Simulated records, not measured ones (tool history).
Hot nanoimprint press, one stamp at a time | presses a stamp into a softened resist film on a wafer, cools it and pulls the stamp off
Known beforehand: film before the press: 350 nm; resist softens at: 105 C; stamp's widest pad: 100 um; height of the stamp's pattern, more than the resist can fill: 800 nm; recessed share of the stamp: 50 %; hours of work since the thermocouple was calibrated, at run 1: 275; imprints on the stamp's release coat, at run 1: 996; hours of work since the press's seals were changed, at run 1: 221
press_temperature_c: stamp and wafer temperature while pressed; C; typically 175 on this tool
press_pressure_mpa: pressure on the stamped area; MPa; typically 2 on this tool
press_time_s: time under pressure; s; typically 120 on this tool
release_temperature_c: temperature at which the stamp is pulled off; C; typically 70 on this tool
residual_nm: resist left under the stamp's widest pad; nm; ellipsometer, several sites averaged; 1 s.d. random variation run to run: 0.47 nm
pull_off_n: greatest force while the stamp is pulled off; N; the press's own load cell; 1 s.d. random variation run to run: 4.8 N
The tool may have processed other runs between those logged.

| run | hour | press_temperature_c | press_pressure_mpa | press_time_s | release_temperature_c | hours of work since the thermocouple was calibrated | imprints on the stamp's release coat | hours of work since the press's seals were changed | residual_nm | pull_off_n |
|---|---|---|---|---|---|---|---|---|---|---|
| 1 | 0 | 175 | 2 | 120 | 70 | 275 | 996 | 221 | 203.5 | 302 |
| 2 | 25.9 | 175 | 2 | 120 | 70 | 288 | 1075 | 234 | 203.7 | 323 |
| 3 | 54.4 | 175 | 2 | 120 | 70 | 304 | 1163 | 250 | 203.1 | 305 |
|  | 95 | stamp cleaned and given a new release coat |
| 4 | 108.7 | 175 | 2 | 120 | 70 | 330 | 42 | 276 | 203.7 | 233 |
| 5 | 132.1 | 175 | 2 | 120 | 70 | 342 | 113 | 288 | 203 | 240 |
| 6 | 170.3 | 175 | 2 | 126 | 70 | 363 | 230 | 309 | 199.3 | 245 |
| 7 | 223.6 | 175 | 2 | 120 | 70 | 391 | 393 | 337 | 201.8 | 260 |
| 8 | 254.8 | 175 | 2 | 120 | 70 | 408 | 489 | 354 | 202.6 | 269 |
|  | 293.3 | plate thermocouple calibrated |
| 9 | 296.9 | 175 | 2 | 120 | 70 | 2 | 609 | 375 | 211.7 | 274 |
| 10 | 328.8 | 175 | 2 | 120 | 70 | 19 | 707 | 392 | 210.7 | 287 |
| 11 | 363.2 | 175 | 2 | 120 | 59 | 38 | 812 | 411 | 210.1 | 309 |
| 12 | 389 | 164 | 1.76 | 120 | 70 | 51 | 891 | 424 | 299.9 | 290 |
| 13 | 438.2 | 164 | 1.76 | 120 | 70 | 78 | 1042 | 451 | 300.1 | 305 |
| 14 | 469.6 | 164 | 1.76 | 120 | 70 | 95 | 1138 | 468 | 298.7 | 318 |

Each row is a separate what-if for the run after 14, all from the same tool condition, not one after another. Results?
| A | 495.8 | 175 | 1.87 | 120 | 63 | 109 | 1218 | 482 | ? | ? |
| B | 495.8 | 180 | 1.76 | 76 | 78 | 109 | 1218 | 482 | ? | ? |
| C | 495.8 | 165 | 1.76 | 81 | 70 | 109 | 1218 | 482 | ? | ? |

| run | residual_nm | pull_off_n |
|---|---|---|
| A | 214.5 | 342 |
| B | 210.3 | 289 |
| C | 308.8 | 342 |
Had the tool no hidden state, the same runs would have come out as:
| run | residual_nm | pull_off_n |
|---|---|---|
| A | 214.2 | 248 |
| B | 210 | 210 |
| C | 308.8 | 248 |
